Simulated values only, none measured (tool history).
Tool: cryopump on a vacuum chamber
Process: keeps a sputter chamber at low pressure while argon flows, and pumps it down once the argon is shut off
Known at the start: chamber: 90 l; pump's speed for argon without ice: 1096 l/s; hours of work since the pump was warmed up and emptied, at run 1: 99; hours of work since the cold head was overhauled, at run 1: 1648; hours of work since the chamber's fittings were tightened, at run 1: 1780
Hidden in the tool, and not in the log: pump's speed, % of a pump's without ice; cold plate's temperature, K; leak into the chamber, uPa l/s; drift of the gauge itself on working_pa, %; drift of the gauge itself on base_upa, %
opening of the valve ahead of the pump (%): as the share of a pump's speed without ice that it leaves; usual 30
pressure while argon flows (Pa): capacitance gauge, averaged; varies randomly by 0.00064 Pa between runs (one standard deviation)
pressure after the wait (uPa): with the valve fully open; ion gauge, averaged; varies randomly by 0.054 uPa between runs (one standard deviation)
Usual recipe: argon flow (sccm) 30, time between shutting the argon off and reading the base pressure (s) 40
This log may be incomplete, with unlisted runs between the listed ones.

| run | hour | argon flow (sccm) | time between shutting the argon off and reading the base pressure (s) | opening of the valve ahead of the pump (%) | hours of work since the pump was warmed up and emptied | hours of work since the cold head was overhauled | hours of work since the chamber's fittings were tightened | pressure while argon flows (Pa) | pressure after the wait (uPa) |
|---|---|---|---|---|---|---|---|---|---|
| 1 | 0.0 | 30 | 40 | 30 | 99 | 1648 | 1780 | 0.1589 | 5.34 |
| 2 | 91.0 | 30 | 40 | 30 | 177 | 1726 | 1858 | 0.1588 | 5.47 |
| 3 | 160.9 | 23 | 40 | 30 | 237 | 1786 | 1918 | 0.1222 | 5.55 |
| 4 | 223.0 | 23 | 40 | 30 | 290 | 1839 | 1971 | 0.1246 | 5.68 |
|  | 307.2 | pump warmed up, emptied and cooled again |
| 5 | 312.7 | 23 | 40 | 30 | 5 | 1912 | 2044 | 0.1203 | 5.37 |
| 6 | 383.7 | 30 | 40 | 31 | 66 | 1972 | 2104 | 0.1516 | 5.47 |
| 7 | 469.9 | 48 | 178 | 26 | 139 | 2046 | 2178 | 0.2896 | 3.32 |
|  | 538.4 | leaking fittings of the chamber tightened, without venting |
| 8 | 558.3 | 48 | 33 | 26 | 213 | 2120 | 17 | 0.2924 | 4.01 |
| 9 | 600.2 | 48 | 33 | 26 | 249 | 2156 | 53 | 0.2952 | 4.08 |
| 10 | 642.0 | 27 | 113 | 30 | 285 | 2192 | 89 | 0.1458 | 1.49 |

Run 11, settings as shown, results not yet in. Your forecast:
| 11 | 709.1 | 58 | 196 | 53 | 342 | 2249 | 146 | ? | ? |

Run 11 measured pressure while argon flows (Pa) 0.1852, pressure after the wait (uPa) 1.15.
Without the tool's hidden state the same run would have given pressure while argon flows (Pa) 0.1682, pressure after the wait (uPa) 0.91.

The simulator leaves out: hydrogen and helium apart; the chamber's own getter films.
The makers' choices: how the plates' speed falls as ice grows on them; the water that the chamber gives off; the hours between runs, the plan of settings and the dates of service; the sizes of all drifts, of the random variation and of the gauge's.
